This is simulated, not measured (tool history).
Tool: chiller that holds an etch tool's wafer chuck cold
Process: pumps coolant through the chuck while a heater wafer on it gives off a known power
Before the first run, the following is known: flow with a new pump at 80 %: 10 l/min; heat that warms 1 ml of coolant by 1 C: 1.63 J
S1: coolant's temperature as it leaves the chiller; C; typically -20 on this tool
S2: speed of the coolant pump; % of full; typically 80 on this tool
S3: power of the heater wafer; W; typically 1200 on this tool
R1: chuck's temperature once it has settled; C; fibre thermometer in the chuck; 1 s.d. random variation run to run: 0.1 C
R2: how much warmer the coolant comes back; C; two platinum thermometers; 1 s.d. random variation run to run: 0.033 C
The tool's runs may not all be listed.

{"run": 1, "day": 0.0, "S1": -20, "S2": 80, "S3": 1200, "R1": -9.4, "R2": 5.29}
{"run": 2, "day": 5.008, "S1": -20, "S2": 80, "S3": 1200, "R1": -9.4, "R2": 5.33}
{"run": 3, "day": 8.962, "S1": -20, "S2": 65, "S3": 1200, "R1": -7.6, "R2": 6.79}
{"run": 4, "day": 14.379, "S1": -20, "S2": 65, "S3": 1200, "R1": -7.6, "R2": 6.8}
{"run": 5, "day": 19.433, "S1": -20, "S2": 65, "S3": 1200, "R1": -7.4, "R2": 6.84}
{"run": 6, "day": 23.504, "S1": -20, "S2": 80, "S3": 1200, "R1": -9.2, "R2": 5.37}
{"run": 7, "day": 28.212, "S1": -20, "S2": 80, "S3": 1200, "R1": -9.0, "R2": 5.42}
{"run": 8, "day": 32.588, "S1": -20, "S2": 80, "S3": 1373, "R1": -7.6, "R2": 6.22}
{"run": 9, "day": 35.725, "S1": -20, "S2": 80, "S3": 1200, "R1": -9.1, "R2": 5.41}
{"run": 10, "day": 41.467, "S1": -20, "S2": 63, "S3": 1200, "R1": -6.9, "R2": 7.17}
{"run": 11, "day": 46.45, "S1": -20, "S2": 80, "S3": 1200, "R1": -9.0, "R2": 5.47}
{"run": 12, "day": 51.883, "S1": -20, "S2": 80, "S3": 1200, "R1": -9.0, "R2": 5.54}
{"run": 13, "day": 57.712, "S1": -20, "S2": 80, "S3": 1200, "R1": -8.8, "R2": 5.56}
{"run": 14, "day": 62.808, "S1": -20, "S2": 80, "S3": 1200, "R1": -8.8, "R2": 5.6}
{"run": 15, "day": 67.571, "S1": -20, "S2": 80, "S3": 1200, "R1": -8.4, "R2": 5.59}
{"run": 16, "day": 72.788, "S1": -11, "S2": 80, "S3": 1200, "R1": 0.6, "R2": 5.67}
{"day": 74.858, "done": "chiller's thermometer calibrated"}
{"run": 17, "day": 79.358, "S1": -20, "S2": 87, "S3": 1086, "R1": -10.0, "R2": 4.73}
{"run": 18, "day": 84.275, "S1": -20, "S2": 90, "S3": 1200, "R1": -9.1, "R2": 4.97}
{"run": 19, "day": 87.45, "S1": -22, "S2": 77, "S3": 1200, "R1": -9.7, "R2": 5.96}
{"run": 20, "day": 93.175, "S1": -15, "S2": 80, "S3": 1200, "R1": -2.7, "R2": 5.7}
{"run": 21, "day": 96.083, "S1": -10, "S2": 80, "S3": 1266, "R1": 2.8, "R2": 6.11}
{"run": 22, "day": 101.529, "S1": -12, "S2": 80, "S3": 922, "R1": -2.6, "R2": 4.4}
{"run": 23, "day": 104.279, "S1": -12, "S2": 80, "S3": 922, "R1": -2.7, "R2": 4.42}
{"run": 24, "day": 108.342, "S1": -12, "S2": 80, "S3": 922, "R1": -2.4, "R2": 4.45}
{"run": 25, "day": 112.804, "S1": -12, "S2": 80, "S3": 922, "R1": -2.4, "R2": 4.53}
{"run": 26, "day": 119.004, "S1": -26, "S2": 80, "S3": 1676, "R1": -8.8, "R2": 8.14}
{"day": 119.788, "done": "coolant pump overhauled"}
{"run": 27, "day": 122.433, "S1": -27, "S2": 62, "S3": 903, "R1": -17.5, "R2": 4.42}
{"run": 28, "day": 127.183, "S1": -16, "S2": 62, "S3": 617, "R1": -9.6, "R2": 3.06}
{"run": 29, "day": 131.0, "S1": -25, "S2": 61, "S3": 1200, "R1": -12.1, "R2": 6.03}
{"run": 30, "day": 134.904, "S1": -17, "S2": 80, "S3": 1033, "R1": -7.8, "R2": 3.85}
{"run": 31, "day": 140.838, "S1": -27, "S2": 80, "S3": 1080, "R1": -17.3, "R2": 4.01}

3 options for the next run, each taken on its own from the tool as it stands now. Forecast them:
{"run": "A", "day": 146.212, "S1": -11, "S2": 80, "S3": 1116, "R1": "?", "R2": "?"}
{"run": "B", "day": 146.212, "S1": -12, "S2": 61, "S3": 1200, "R1": "?", "R2": "?"}
{"run": "C", "day": 146.212, "S1": -20, "S2": 80, "S3": 1766, "R1": "?", "R2": "?"}

run=A R1=-1.1 R2=4.18
run=B R1=1.1 R2=6.17
run=C R1=-4.1 R2=6.64
Without the tool's hidden state the same runs would have given:
run=A R1=-2.5 R2=4.10
run=B R1=-0.7 R2=6.05
run=C R1=-6.5 R2=6.50

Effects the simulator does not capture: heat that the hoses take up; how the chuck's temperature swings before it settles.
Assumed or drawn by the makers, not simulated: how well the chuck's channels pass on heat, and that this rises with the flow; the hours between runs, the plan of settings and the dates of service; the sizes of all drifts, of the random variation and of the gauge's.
